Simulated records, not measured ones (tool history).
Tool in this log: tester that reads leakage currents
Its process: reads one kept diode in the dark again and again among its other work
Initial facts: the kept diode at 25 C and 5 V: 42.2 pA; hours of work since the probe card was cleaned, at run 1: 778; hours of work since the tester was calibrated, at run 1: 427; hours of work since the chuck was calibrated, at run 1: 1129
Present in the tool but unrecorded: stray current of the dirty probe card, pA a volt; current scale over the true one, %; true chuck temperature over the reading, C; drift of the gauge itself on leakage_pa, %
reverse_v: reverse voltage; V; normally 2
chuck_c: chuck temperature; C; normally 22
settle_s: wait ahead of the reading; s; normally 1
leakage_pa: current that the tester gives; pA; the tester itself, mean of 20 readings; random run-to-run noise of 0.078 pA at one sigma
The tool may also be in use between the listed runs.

run,hour,reverse_v,chuck_c,settle_s,hours of work since the probe card was cleaned,hours of work since the tester was calibrated,hours of work since the chuck was calibrated,leakage_pa
1,0,2,22,1,778,427,1129,19.4
2,51.1,2,22,1,807,456,1157,19.41
3,116.5,2,22,1,844,493,1194,19.47
4,156.2,2,22,1,866,515,1217,19.48
5,226,2,22,1,905,554,1256,19.51
6,269.2,2,22,1,929,579,1280,19.34
7,342,2,22,1,970,620,1321,19.43
8,414.1,2,57,1,1011,660,1361,192.98
9,490.8,7.45,22,1,1054,703,1405,44.45
10,532.8,7.45,22,1,1078,727,1428,44.76
11,577.6,7.45,22,1,1103,752,1453,44.89
# hour 583.7: chuck's temperature calibrated
12,644.7,7.45,23,1,1139,789,34,51.94
13,719.7,7.45,23,1,1181,831,76,51.5
14,776.6,7.45,23,1,1213,863,108,51.86
15,843.3,7.45,23,1,1251,900,146,51.77
16,885.7,4.57,22,1,1275,924,170,35.4
17,959,2,22,1,1316,965,211,21.12
18,1043.9,2,22,1,1364,1013,259,21.07
19,1134.9,2,22,1,1415,1064,310,21.08
20,1182.7,2,36,1,1442,1091,337,54.83
21,1244.3,1.12,51,0.78,1476,1126,371,100.02
22,1292.6,5.39,20,8.07,1503,1153,398,33.78
# hour 1300.7: tester calibrated
23,1373.4,3.01,22,2.76,1548,41,443,27.18
24,1446,1.61,35,1,1588,82,483,44.7
25,1516.9,1.61,35,1,1628,122,523,44.7
26,1591.9,1.61,35,1,1670,164,565,44.58
27,1638,9.97,35,0.42,1696,190,591,140.05
28,1688.2,12.8,53,2.12,1725,218,620,489.99
29,1747,2,46,1,1758,251,653,103.8
# hour 1817.3: tester calibrated, once more
30,1842.2,19.81,22,1.32,1810,14,705,93.41
31,1931.5,1.95,28,0.6,1860,64,755,31.24
32,2021.6,1.01,38,0.6,1911,115,806,40.5
33,2066.7,10.44,30,0.6,1936,140,831,103.4
34,2126.3,18.51,29,3.14,1970,174,865,136.81
35,2183.9,2.06,29,2.55,2002,206,897,34.08
36,2267,7.18,39,0.57,2049,253,944,142.59
37,2352.6,7.18,39,0.57,2097,301,992,143.24
38,2394.1,7.18,39,0.57,2120,324,1015,142.62
39,2479.7,7.18,39,0.57,2168,372,1063,143.11
40,2536.6,2,22,0.39,2200,404,1095,21.61

Describe how what the log doesn't record of the tool's condition differs between the last listed run preceding each entry between runs and the first listed run following it.
Run 11 -> run 12: chuck's temperature calibrated (hour 583.7)
  stray current of the dirty probe card, pA a volt: 0.522 -> 0.54; current scale over the true one, %: 0.63 -> 0.65; true chuck temperature over the reading, C: -1.11 -> -0.02
  what was measured, less what the result would be without the hidden state, leakage_pa: +0.61 -> +4.17 pA
Run 22 -> run 23: tester calibrated (hour 1300.7)
  stray current of the dirty probe card, pA a volt: 0.712 -> 0.734; current scale over the true one, %: 0.9 -> 1.47; true chuck temperature over the reading, C: -0.27 -> -0.3
  what was measured, less what the result would be without the hidden state, leakage_pa: +3.39 -> +1.98 pA
Run 29 -> run 30: tester calibrated, once more (hour 1817.3)
  stray current of the dirty probe card, pA a volt: 0.834 -> 0.861; current scale over the true one, %: 1.6 -> 0.16; true chuck temperature over the reading, C: -0.44 -> -0.48
  what was measured, less what the result would be without the hidden state, leakage_pa: +0.38 -> +14.06 pA
